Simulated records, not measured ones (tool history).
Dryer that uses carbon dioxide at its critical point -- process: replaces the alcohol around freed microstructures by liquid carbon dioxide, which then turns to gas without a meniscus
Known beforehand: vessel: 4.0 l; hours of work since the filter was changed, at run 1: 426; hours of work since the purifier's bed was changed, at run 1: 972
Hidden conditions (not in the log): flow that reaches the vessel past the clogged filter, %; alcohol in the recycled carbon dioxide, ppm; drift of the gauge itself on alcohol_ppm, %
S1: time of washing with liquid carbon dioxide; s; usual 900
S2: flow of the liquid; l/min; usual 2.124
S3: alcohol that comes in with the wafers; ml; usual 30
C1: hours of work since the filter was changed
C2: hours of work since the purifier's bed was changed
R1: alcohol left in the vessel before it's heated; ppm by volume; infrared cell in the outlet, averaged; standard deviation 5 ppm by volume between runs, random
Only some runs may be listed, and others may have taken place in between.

| run | hour | S1 | S2 | S3 | C1 | C2 | R1 |
|---|---|---|---|---|---|---|---|
| 1 | 0.0 | 900 | 2.124 | 30 | 426 | 972 | 86 |
| 2 | 37.7 | 900 | 2.124 | 30 | 443 | 990 | 89 |
| 3 | 98.3 | 900 | 2.124 | 30 | 471 | 1017 | 90 |
| 4 | 164.4 | 660 | 2.124 | 30 | 501 | 1048 | 123 |
| 5 | 222.6 | 660 | 1.550 | 30 | 528 | 1074 | 239 |
| 6 | 282.0 | 660 | 1.550 | 30 | 555 | 1101 | 246 |
| 7 | 339.4 | 660 | 1.550 | 30 | 581 | 1127 | 252 |
|  | 349.3 | inlet filter changed |
| 8 | 392.6 | 660 | 1.550 | 30 | 20 | 1151 | 225 |
| 9 | 424.2 | 660 | 1.550 | 30 | 34 | 1166 | 227 |
| 10 | 460.2 | 660 | 1.550 | 30 | 51 | 1182 | 226 |
| 11 | 491.6 | 900 | 2.124 | 49 | 65 | 1197 | 114 |
|  | 535.5 | purifier's bed changed |
| 12 | 558.3 | 900 | 2.124 | 30 | 94 | 10 | 13 |
| 13 | 588.5 | 900 | 2.124 | 30 | 108 | 24 | 15 |
| 14 | 649.9 | 900 | 3.610 | 30 | 136 | 52 | 16 |
| 15 | 695.7 | 960 | 2.124 | 30 | 157 | 73 | 6 |
| 16 | 755.6 | 960 | 2.124 | 30 | 184 | 101 | 25 |
| 17 | 789.8 | 900 | 2.480 | 30 | 200 | 116 | 21 |
| 18 | 835.8 | 1020 | 2.124 | 30 | 221 | 137 | 16 |
| 19 | 870.2 | 900 | 2.124 | 30 | 237 | 153 | 17 |
| 20 | 922.3 | 900 | 2.124 | 30 | 260 | 177 | 29 |
| 21 | 979.6 | 900 | 2.124 | 30 | 287 | 203 | 23 |
| 22 | 1010.1 | 900 | 2.124 | 39 | 301 | 217 | 26 |
| 23 | 1054.2 | 900 | 2.030 | 30 | 321 | 237 | 34 |
| 24 | 1111.4 | 900 | 2.030 | 30 | 347 | 263 | 40 |
| 25 | 1176.5 | 1380 | 1.360 | 30 | 377 | 293 | 33 |
| 26 | 1235.0 | 1140 | 2.390 | 28 | 403 | 320 | 29 |
| 27 | 1268.2 | 1140 | 2.390 | 28 | 418 | 335 | 31 |
| 28 | 1306.8 | 1260 | 2.124 | 39 | 436 | 352 | 27 |
| 29 | 1347.6 | 900 | 1.630 | 104 | 455 | 371 | 128 |
| 30 | 1414.1 | 900 | 2.210 | 54 | 485 | 401 | 44 |
| 31 | 1474.2 | 540 | 1.560 | 54 | 513 | 429 | 585 |
| 32 | 1518.5 | 540 | 1.560 | 54 | 533 | 449 | 584 |
| 33 | 1548.5 | 1200 | 1.560 | 47 | 547 | 463 | 52 |
| 34 | 1581.1 | 1200 | 1.560 | 47 | 561 | 478 | 60 |
|  | 1632.2 | inlet filter changed |
| 35 | 1650.0 | 1320 | 1.560 | 47 | 8 | 509 | 47 |
| 36 | 1720.6 | 900 | 2.124 | 29 | 40 | 541 | 52 |
| 37 | 1755.9 | 900 | 2.670 | 54 | 57 | 557 | 52 |
| 38 | 1802.1 | 900 | 2.670 | 33 | 78 | 578 | 44 |
| 39 | 1840.6 | 900 | 1.740 | 63 | 95 | 596 | 89 |
| 40 | 1892.5 | 900 | 1.800 | 86 | 119 | 619 | 98 |
| 41 | 1947.1 | 660 | 1.910 | 87 | 144 | 644 | 211 |

The next listed run, before its measurement:
| 42 | 2006.4 | 660 | 1.910 | 87 | 171 | 672 | ? |

{"run 42": {"R1": 218}}
Take away the tool's hidden state, keep the run-to-run variation as it was, and the same run would have given R1 148 ppm by volume.
